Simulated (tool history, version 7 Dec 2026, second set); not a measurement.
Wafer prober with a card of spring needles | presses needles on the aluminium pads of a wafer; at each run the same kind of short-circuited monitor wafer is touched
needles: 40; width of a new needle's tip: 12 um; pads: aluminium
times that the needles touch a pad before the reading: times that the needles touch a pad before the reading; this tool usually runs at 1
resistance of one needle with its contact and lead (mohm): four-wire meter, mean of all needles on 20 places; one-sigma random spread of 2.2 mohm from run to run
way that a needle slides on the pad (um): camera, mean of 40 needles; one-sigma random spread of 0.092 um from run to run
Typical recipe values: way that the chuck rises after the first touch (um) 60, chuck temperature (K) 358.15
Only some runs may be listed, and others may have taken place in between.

| run | hour | way that the chuck rises after the first touch (um) | chuck temperature (K) | times that the needles touch a pad before the reading | resistance of one needle with its contact and lead (mohm) | way that a needle slides on the pad (um) |
|---|---|---|---|---|---|---|
| 1 | 0 | 60 | 358.15 | 1 | 283 | 14.53 |
|  | 1.3 | tips cleaned on abrasive film |
|  | 6.3 | tips cleaned on abrasive film |
|  | 12.6 | tips cleaned on abrasive film |
|  | 18.8 | tips cleaned on abrasive film |
|  | 25 | tips cleaned on abrasive film |
|  | 30 | tips cleaned on abrasive film |
|  | 36.3 | tips cleaned on abrasive film |
|  | 42.5 | tips cleaned on abrasive film |
|  | 47.5 | tips cleaned on abrasive film |
| 2 | 49.9 | 60 | 358.15 | 1 | 279 | 14.48 |
|  | 53.7 | tips cleaned on abrasive film |
|  | 58.7 | tips cleaned on abrasive film |
|  | 64.9 | tips cleaned on abrasive film |
|  | 71.1 | tips cleaned on abrasive film |
|  | 76.1 | tips cleaned on abrasive film |
|  | 82.4 | tips cleaned on abrasive film |
|  | 87.4 | tips cleaned on abrasive film |
|  | 92.4 | tips cleaned on abrasive film |
|  | 98.6 | tips cleaned on abrasive film |
| 3 | 101.4 | 60 | 358.15 | 2 | 270 | 14.3 |
|  | 104 | tips cleaned on abrasive film |
|  | 110.2 | tips cleaned on abrasive film |
|  | 116.4 | tips cleaned on abrasive film |
|  | 120.4 | height of the first contact set anew |
|  | 123 | tips cleaned on abrasive film |
|  | 129.2 | tips cleaned on abrasive film |
|  | 135.4 | tips cleaned on abrasive film |
|  | 140.5 | tips cleaned on abrasive film |
| 4 | 140.5 | 60 | 358.15 | 2 | 254 | 15.99 |
|  | 145.5 | tips cleaned on abrasive film |
|  | 150.5 | tips cleaned on abrasive film |
|  | 155.5 | tips cleaned on abrasive film |
|  | 161.8 | tips cleaned on abrasive film |
|  | 168 | tips cleaned on abrasive film |
|  | 174.2 | tips cleaned on abrasive film |
| 5 | 178.9 | 55 | 358.15 | 1 | 292 | 14.6 |
|  | 180.2 | tips cleaned on abrasive film |
|  | 186.4 | tips cleaned on abrasive film |
|  | 191.4 | tips cleaned on abrasive film |
|  | 197.7 | tips cleaned on abrasive film |
|  | 203.9 | tips cleaned on abrasive film |
|  | 208.9 | tips cleaned on abrasive film |
|  | 215.1 | tips cleaned on abrasive film |
|  | 221.4 | tips cleaned on abrasive film |
|  | 227.6 | tips cleaned on abrasive film |
|  | 233.8 | tips cleaned on abrasive film |
|  | 240.1 | tips cleaned on abrasive film |
|  | 245.1 | tips cleaned on abrasive film |
| 6 | 247.1 | 55 | 358.15 | 1 | 281 | 14.25 |
|  | 250.9 | tips cleaned on abrasive film |
|  | 255.9 | tips cleaned on abrasive film |
|  | 262.2 | tips cleaned on abrasive film |
|  | 267.2 | tips cleaned on abrasive film |
|  | 273.4 | tips cleaned on abrasive film |
|  | 278.4 | tips cleaned on abrasive film |
|  | 284.6 | tips cleaned on abrasive film |
|  | 290.9 | tips cleaned on abrasive film |
|  | 297.1 | tips cleaned on abrasive film |
|  | 303.3 | tips cleaned on abrasive film |
| 7 | 307.2 | 55 | 358.15 | 1 | 292 | 14.19 |
|  | 308.5 | tips cleaned on abrasive film |
|  | 314.7 | tips cleaned on abrasive film |
|  | 321 | tips cleaned on abrasive film |
|  | 326 | tips cleaned on abrasive film |
|  | 332.2 | tips cleaned on abrasive film |
|  | 337.2 | tips cleaned on abrasive film |
| 8 | 341.4 | 55 | 358.15 | 1 | 292 | 14.09 |
|  | 342.7 | tips cleaned on abrasive film |
|  | 347.7 | tips cleaned on abrasive film |
|  | 353.9 | tips cleaned on abrasive film |
|  | 358.9 | tips cleaned on abrasive film |
|  | 365.2 | tips cleaned on abrasive film |
|  | 371.4 | tips cleaned on abrasive film |
|  | 376.4 | tips cleaned on abrasive film |
|  | 382.6 | tips cleaned on abrasive film |
|  | 388.9 | tips cleaned on abrasive film |
|  | 395.1 | tips cleaned on abrasive film |
|  | 401.3 | tips cleaned on abrasive film |
|  | 407.6 | tips cleaned on abrasive film |
| 9 | 411.9 | 55 | 358.15 | 1 | 295 | 13.78 |
|  | 413.3 | tips cleaned on abrasive film |
|  | 418.3 | tips cleaned on abrasive film |
|  | 424.5 | tips cleaned on abrasive film |
|  | 430.7 | tips cleaned on abrasive film |
|  | 437 | tips cleaned on abrasive film |
|  | 443.2 | tips cleaned on abrasive film |
|  | 448.2 | tips cleaned on abrasive film |
|  | 454.4 | tips cleaned on abrasive film |
|  | 459.4 | tips cleaned on abrasive film |
|  | 464.4 | tips cleaned on abrasive film |
|  | 470.7 | tips cleaned on abrasive film |
| 10 | 474 | 55 | 358.15 | 1 | 293 | 13.62 |
|  | 476.5 | tips cleaned on abrasive film |
|  | 482.8 | tips cleaned on abrasive film |
|  | 489 | tips cleaned on abrasive film |
|  | 494 | tips cleaned on abrasive film |
|  | 500.2 | tips cleaned on abrasive film |
|  | 506.5 | tips cleaned on abrasive film |
|  | 512.7 | tips cleaned on abrasive film |
|  | 518.9 | tips cleaned on abrasive film |
|  | 530.9 | card fitted with new needles |
|  | 537.2 | tips cleaned on abrasive film |
|  | 543.4 | tips cleaned on abrasive film |
|  | 549.6 | tips cleaned on abrasive film |
|  | 555.9 | tips cleaned on abrasive film |
| 11 | 559.6 | 54 | 321.15 | 1 | 264 | 14.34 |
|  | 562 | tips cleaned on abrasive film |
|  | 568.3 | tips cleaned on abrasive film |
|  | 574.5 | tips cleaned on abrasive film |
|  | 580.7 | tips cleaned on abrasive film |
|  | 587 | tips cleaned on abrasive film |
|  | 593.2 | tips cleaned on abrasive film |
|  | 599.4 | tips cleaned on abrasive film |
|  | 605.7 | tips cleaned on abrasive film |
|  | 611.9 | tips cleaned on abrasive film |
|  | 618.1 | tips cleaned on abrasive film |
|  | 623.1 | tips cleaned on abrasive film |
|  | 629.4 | tips cleaned on abrasive film |
|  | 634.4 | tips cleaned on abrasive film |
| 12 | 637.3 | 54 | 321.15 | 1 | 259 | 14.23 |
|  | 639.8 | tips cleaned on abrasive film |
|  | 646 | tips cleaned on abrasive film |
|  | 652.3 | tips cleaned on abrasive film |
|  | 658.5 | tips cleaned on abrasive film |
|  | 663.5 | tips cleaned on abrasive film |
|  | 669.8 | tips cleaned on abrasive film |
|  | 674.8 | tips cleaned on abrasive film |
|  | 681 | tips cleaned on abrasive film |
|  | 687.2 | tips cleaned on abrasive film |
|  | 692.2 | tips cleaned on abrasive film |
|  | 697.5 | tips cleaned on abrasive film |
| 13 | 697.5 | 54 | 321.15 | 1 | 244 | 14.04 |
|  | 703.7 | tips cleaned on abrasive film |
|  | 708.8 | tips cleaned on abrasive film |
|  | 715 | tips cleaned on abrasive film |
|  | 720 | tips cleaned on abrasive film |
|  | 726.2 | tips cleaned on abrasive film |
|  | 732.5 | tips cleaned on abrasive film |
|  | 737.5 | tips cleaned on abrasive film |
|  | 743.7 | tips cleaned on abrasive film |
| 14 | 747.9 | 78 | 310.15 | 2 | 243 | 20.3 |
|  | 749.2 | tips cleaned on abrasive film |
|  | 755.5 | tips cleaned on abrasive film |
|  | 761.7 | tips cleaned on abrasive film |
|  | 767.9 | tips cleaned on abrasive film |
|  | 773 | tips cleaned on abrasive film |
|  | 778 | tips cleaned on abrasive film |
|  | 784.2 | tips cleaned on abrasive film |
|  | 789.2 | tips cleaned on abrasive film |
|  | 795.4 | tips cleaned on abrasive film |
|  | 800.4 | tips cleaned on abrasive film |
|  | 806.7 | tips cleaned on abrasive film |
|  | 812.9 | tips cleaned on abrasive film |
|  | 817.9 | tips cleaned on abrasive film |
|  | 824.1 | tips cleaned on abrasive film |
| 15 | 825.9 | 78 | 310.15 | 2 | 241 | 20.18 |
|  | 829.6 | tips cleaned on abrasive film |
|  | 835.9 | tips cleaned on abrasive film |
|  | 842.1 | tips cleaned on abrasive film |
|  | 848.3 | tips cleaned on abrasive film |
|  | 854.6 | tips cleaned on abrasive film |
|  | 859.6 | tips cleaned on abrasive film |
|  | 865.8 | tips cleaned on abrasive film |
| 16 | 869.7 | 63 | 306.15 | 2 | 252 | 15.84 |
|  | 871 | tips cleaned on abrasive film |
|  | 876 | tips cleaned on abrasive film |
|  | 882.3 | tips cleaned on abrasive film |
|  | 888.5 | tips cleaned on abrasive film |
|  | 894.7 | tips cleaned on abrasive film |
|  | 899.7 | tips cleaned on abrasive film |
|  | 906 | tips cleaned on abrasive film |
|  | 911 | tips cleaned on abrasive film |
|  | 916 | tips cleaned on abrasive film |
| 17 | 919.3 | 79 | 358.15 | 1 | 262 | 19.91 |
|  | 921.9 | tips cleaned on abrasive film |
|  | 928.1 | tips cleaned on abrasive film |
|  | 934.3 | tips cleaned on abrasive film |
|  | 940.6 | tips cleaned on abrasive film |
|  | 945.6 | tips cleaned on abrasive film |
|  | 951.8 | tips cleaned on abrasive film |
|  | 956.8 | tips cleaned on abrasive film |
|  | 963.1 | tips cleaned on abrasive film |
|  | 969.3 | tips cleaned on abrasive film |
| 18 | 972.4 | 79 | 358.15 | 1 | 261 | 19.89 |

Branching from run 18: 3 alternative next runs. What would each branch give?
|  | 975 | tips cleaned on abrasive film |
|  | 981.2 | tips cleaned on abrasive film |
|  | 987.4 | tips cleaned on abrasive film |
|  | 993.7 | tips cleaned on abrasive film |
|  | 999.9 | tips cleaned on abrasive film |
|  | 1006.1 | tips cleaned on abrasive film |
|  | 1012.4 | tips cleaned on abrasive film |
|  | 1017.4 | tips cleaned on abrasive film |
|  | 1023.6 | tips cleaned on abrasive film |
|  | 1029.8 | tips cleaned on abrasive film |
|  | 1036.1 | tips cleaned on abrasive film |
|  | 1041.9 | tips cleaned on abrasive film |
| A | 1041.9 | 79 | 299.15 | 1 | ? | ? |
|  | 975 | tips cleaned on abrasive film |
|  | 981.2 | tips cleaned on abrasive film |
|  | 987.4 | tips cleaned on abrasive film |
|  | 993.7 | tips cleaned on abrasive film |
|  | 999.9 | tips cleaned on abrasive film |
|  | 1006.1 | tips cleaned on abrasive film |
|  | 1012.4 | tips cleaned on abrasive film |
|  | 1017.4 | tips cleaned on abrasive film |
|  | 1023.6 | tips cleaned on abrasive film |
|  | 1029.8 | tips cleaned on abrasive film |
|  | 1036.1 | tips cleaned on abrasive film |
|  | 1041.9 | tips cleaned on abrasive film |
| B | 1041.9 | 77 | 299.15 | 2 | ? | ? |
|  | 975 | tips cleaned on abrasive film |
|  | 981.2 | tips cleaned on abrasive film |
|  | 987.4 | tips cleaned on abrasive film |
|  | 993.7 | tips cleaned on abrasive film |
|  | 999.9 | tips cleaned on abrasive film |
|  | 1006.1 | tips cleaned on abrasive film |
|  | 1012.4 | tips cleaned on abrasive film |
|  | 1017.4 | tips cleaned on abrasive film |
|  | 1023.6 | tips cleaned on abrasive film |
|  | 1029.8 | tips cleaned on abrasive film |
|  | 1036.1 | tips cleaned on abrasive film |
|  | 1041.9 | tips cleaned on abrasive film |
| C | 1041.9 | 44 | 358.15 | 1 | ? | ? |

| run | resistance of one needle with its contact and lead (mohm) | way that a needle slides on the pad (um) |
|---|---|---|
| A | 234 | 19.55 |
| B | 236 | 19.2 |
| C | 265 | 10.31 |
Take away the tool's hidden state, keep each run's random variation, and the runs would have read:
| run | resistance of one needle with its contact and lead (mohm) | way that a needle slides on the pad (um) |
|---|---|---|
| A | 231 | 21.03 |
| B | 233 | 20.68 |
| C | 255 | 11.8 |
